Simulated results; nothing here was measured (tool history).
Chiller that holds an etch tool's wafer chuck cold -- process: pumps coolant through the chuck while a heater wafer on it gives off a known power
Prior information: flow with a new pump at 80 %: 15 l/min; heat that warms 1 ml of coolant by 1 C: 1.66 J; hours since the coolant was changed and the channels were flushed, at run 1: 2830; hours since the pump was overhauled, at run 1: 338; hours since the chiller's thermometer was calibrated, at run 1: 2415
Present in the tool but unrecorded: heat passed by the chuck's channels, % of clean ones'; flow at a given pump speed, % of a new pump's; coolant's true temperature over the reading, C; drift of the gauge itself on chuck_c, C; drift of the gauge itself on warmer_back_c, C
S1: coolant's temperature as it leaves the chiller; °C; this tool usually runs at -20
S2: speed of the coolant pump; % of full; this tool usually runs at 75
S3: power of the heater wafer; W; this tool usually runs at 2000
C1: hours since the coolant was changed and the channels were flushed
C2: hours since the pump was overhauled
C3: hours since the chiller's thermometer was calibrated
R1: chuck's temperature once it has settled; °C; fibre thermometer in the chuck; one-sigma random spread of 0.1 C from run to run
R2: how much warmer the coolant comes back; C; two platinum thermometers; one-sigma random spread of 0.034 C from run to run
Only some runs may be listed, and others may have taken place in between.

Run 1, hour 0: usual settings; C1 2830; C2 338; C3 2415. Result: R1 -3.1 °C, R2 5.22 C.
Run 2, hour 71.2: usual settings; C1 2901; C2 409; C3 2487. Result: R1 -3 °C, R2 5.18 C.
Run 3, hour 120.7: usual settings; C1 2950; C2 459; C3 2536. Result: R1 -3 °C, R2 5.26 C.
Run 4, hour 159.6: usual settings; C1 2989; C2 498; C3 2575. Result: R1 -3 °C, R2 5.28 C.
Run 5, hour 201.9: usual settings; C1 3031; C2 540; C3 2617. Result: R1 -2.9 °C, R2 5.27 C.
Run 6, hour 243: usual settings; C1 3072; C2 581; C3 2658. Result: R1 -2.8 °C, R2 5.23 C.
Run 7, hour 289.1: usual settings but S2 93 % of full; C1 3119; C2 627; C3 2704. Result: R1 -5.8 °C, R2 4.17 C.
Run 8, hour 352.8: usual settings but S1 -19 °C; C1 3182; C2 691; C3 2768. Result: R1 -1.6 °C, R2 5.25 C.
Run 9, hour 390.5: usual settings; C1 3220; C2 728; C3 2806. Result: R1 -2.5 °C, R2 5.24 C.
At hour 401.5: coolant pump overhauled.
Run 10, hour 471.1: usual settings; C1 3296; C2 70; C3 2881. Result: R1 -2.4 °C, R2 5.32 C.
Run 11, hour 537.2: usual settings but S3 2289 W; C1 3362; C2 136; C3 2948. Result: R1 0 °C, R2 5.99 C.
Run 12, hour 603.7: usual settings; C1 3428; C2 202; C3 3014. Result: R1 -2.3 °C, R2 5.28 C.
Run 13, hour 674.2: usual settings; C1 3499; C2 273; C3 3085. Result: R1 -2.3 °C, R2 5.3 C.
At hour 685.6: coolant pump overhauled, once more.
Run 14, hour 736.2: usual settings; C1 3556; C2 51; C3 3142. Result: R1 -2.5 °C, R2 5.16 C.
Run 15, hour 812.7: usual settings; C1 3632; C2 127; C3 3218. Result: R1 -2.5 °C, R2 5.19 C.
Run 16, hour 868.7: usual settings; C1 3688; C2 183; C3 3274. Result: R1 -2.3 °C, R2 5.18 C.
Run 17, hour 924.7: usual settings but S1 -16 °C, S2 91 % of full, S3 1727 W; C1 3744; C2 239; C3 3330. Result: R1 -3.1 °C, R2 3.63 C.
Run 18, hour 959.2: usual settings but S1 -23 °C, S2 61 % of full, S3 2037 W; C1 3779; C2 274; C3 3365. Result: R1 -1.1 °C, R2 6.64 C.
Run 19, hour 993.7: usual settings but S1 -29 °C; C1 3813; C2 308; C3 3399. Result: R1 -11.1 °C, R2 5.25 C.
Run 20, hour 1069: usual settings but S1 -22 °C, S3 1545 W; C1 3888; C2 383; C3 3474. Result: R1 -8.1 °C, R2 4.03 C.
Run 21, hour 1110.7: usual settings but S1 -22 °C, S3 1545 W; C1 3930; C2 425; C3 3516. Result: R1 -7.9 °C, R2 4.08 C.
Run 22, hour 1148.3: usual settings but S1 -16 °C, S2 66 % of full; C1 3968; C2 463; C3 3554. Result: R1 4.3 °C, R2 5.98 C.
Run 23, hour 1198.8: usual settings but S1 -14 °C, S2 82 % of full; C1 4018; C2 513; C3 3604. Result: R1 2.9 °C, R2 4.76 C.
Run 24, hour 1258: usual settings but S1 -27 °C, S2 98 % of full, S3 2018 W; C1 4078; C2 572; C3 3663. Result: R1 -12.6 °C, R2 4.04 C.
Run 25, hour 1293.5: usual settings but S3 2210 W; C1 4113; C2 608; C3 3699. Result: R1 0.2 °C, R2 5.8 C.
Run 26, hour 1363.9: usual settings but S1 -19 °C; C1 4183; C2 678; C3 3769. Result: R1 -0.6 °C, R2 5.26 C.
At hour 1374.2: coolant changed, channels flushed.
Run 27, hour 1402: usual settings but S1 -16 °C, S2 80 % of full; C1 28; C2 710; C3 3801. Result: R1 -1.4 °C, R2 4.93 C.
Run 28, hour 1438: usual settings but S1 -16 °C, S2 80 % of full; C1 64; C2 746; C3 3837. Result: R1 -1.5 °C, R2 4.92 C.
Run 29, hour 1487.6: usual settings but S1 -16 °C, S2 80 % of full, S3 1476 W; C1 113; C2 796; C3 3887. Result: R1 -5.1 °C, R2 3.71 C.
Run 30, hour 1556.1: usual settings but S1 -16 °C, S2 80 % of full, S3 1476 W; C1 182; C2 865; C3 3955. Result: R1 -5.1 °C, R2 3.61 C.
Run 31, hour 1627.6: usual settings but S1 -16 °C, S2 76 % of full, S3 1476 W; C1 253; C2 936; C3 4027. Result: R1 -4.5 °C, R2 3.8 C.

Forecast each of these 4 alternatives for the next run:
Run A, hour 1690.7: usual settings but S1 -22 °C, S2 81 % of full; C1 317; C2 999; C3 4090. Result: R1 ?, R2 ?.
Run B, hour 1690.7: usual settings but S1 -16 °C, S2 68 % of full, S3 1476 W; C1 317; C2 999; C3 4090. Result: R1 ?, R2 ?.
Run C, hour 1690.7: usual settings but S1 -13 °C, S2 81 % of full, S3 1774 W; C1 317; C2 999; C3 4090. Result: R1 ?, R2 ?.
Run D, hour 1690.7: usual settings but S1 -14 °C, S2 93 % of full, S3 2343 W; C1 317; C2 999; C3 4090. Result: R1 ?, R2 ?.

run    R1    R2
  A  -7.1  4.93
  B  -3.3  4.39
  C   0.1  4.33
  D     1  4.96
Without the tool's unlogged condition, the same runs would have read:
run    R1    R2
  A  -8.2  4.81
  B  -4.3  4.29
  C  -0.9  4.23
  D  -0.1  4.84
